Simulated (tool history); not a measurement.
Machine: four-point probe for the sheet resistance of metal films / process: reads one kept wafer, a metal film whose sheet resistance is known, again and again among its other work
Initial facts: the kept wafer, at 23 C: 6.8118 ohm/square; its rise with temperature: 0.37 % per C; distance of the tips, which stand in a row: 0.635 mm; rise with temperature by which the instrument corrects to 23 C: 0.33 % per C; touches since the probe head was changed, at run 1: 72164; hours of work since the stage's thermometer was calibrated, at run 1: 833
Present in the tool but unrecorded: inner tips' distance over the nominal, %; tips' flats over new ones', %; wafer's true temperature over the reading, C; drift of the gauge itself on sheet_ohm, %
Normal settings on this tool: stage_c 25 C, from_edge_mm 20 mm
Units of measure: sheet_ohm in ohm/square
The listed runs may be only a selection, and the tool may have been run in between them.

run	hour	stage_c	from_edge_mm	touches since the probe head was changed	hours of work since the stage's thermometer was calibrated	sheet_ohm
1	0.0	25	20	72164	833	6.769060
2	65.3	25	20	74190	871	6.766673
3	115.3	25	20	75740	901	6.763950
4	178.8	25	20	77709	938	6.766969
5	264.4	25	20	80364	989	6.763243
6	331.3	25	20	82438	1028	6.761200
7	394.9	25	20	84409	1066	6.761695
8	442.2	25	20	85877	1094	6.762688
9	482.9	25	20	87140	1118	6.761773
10	566.0	25	20	89715	1167	6.758571
11	618.2	25	20	91337	1197	6.757550
12	690.1	25	20	93566	1240	6.758804
13	750.8	25	24	95447	1276	6.756039
14	808.2	25	3	97228	1309	6.914187
15	849.5	22	26	98507	1334	6.746631
16	897.6	22	26	99999	1362	6.742709
17	964.7	27	8	102082	1402	6.776370
# hour 971.4: stage's thermometer calibrated
18	1031.9	20	55	104149	36	6.737504
19	1086.4	20	55	105841	68	6.736280
20	1161.3	20	55	108164	112	6.735173
21	1199.6	20	10	109351	135	6.747051
# hour 1240.3: stage's thermometer calibrated, once more
22	1266.4	18	12	111407	15	6.743971
23	1324.2	25	20	113200	49	6.754558
24	1392.1	21	50	115304	89	6.739584
25	1441.5	26	11	116836	119	6.762498
26	1505.7	34	25	118830	156	6.775029

Predict each of these 5 candidate next runs independently; none follows another, all start after run 26:
A	1570.5	25	6	120838	195	?
B	1570.5	29	20	120838	195	?
C	1570.5	20	60	120838	195	?
D	1570.5	34	47	120838	195	?
E	1570.5	31	32	120838	195	?

run	sheet_ohm
A	6.787264
B	6.761946
C	6.735883
D	6.770326
E	6.766614
With the hidden condition removed and each run's random variation left untouched, the same runs would have given:
run	sheet_ohm
A	6.856179
B	6.830643
C	6.804294
D	6.839124
E	6.835366
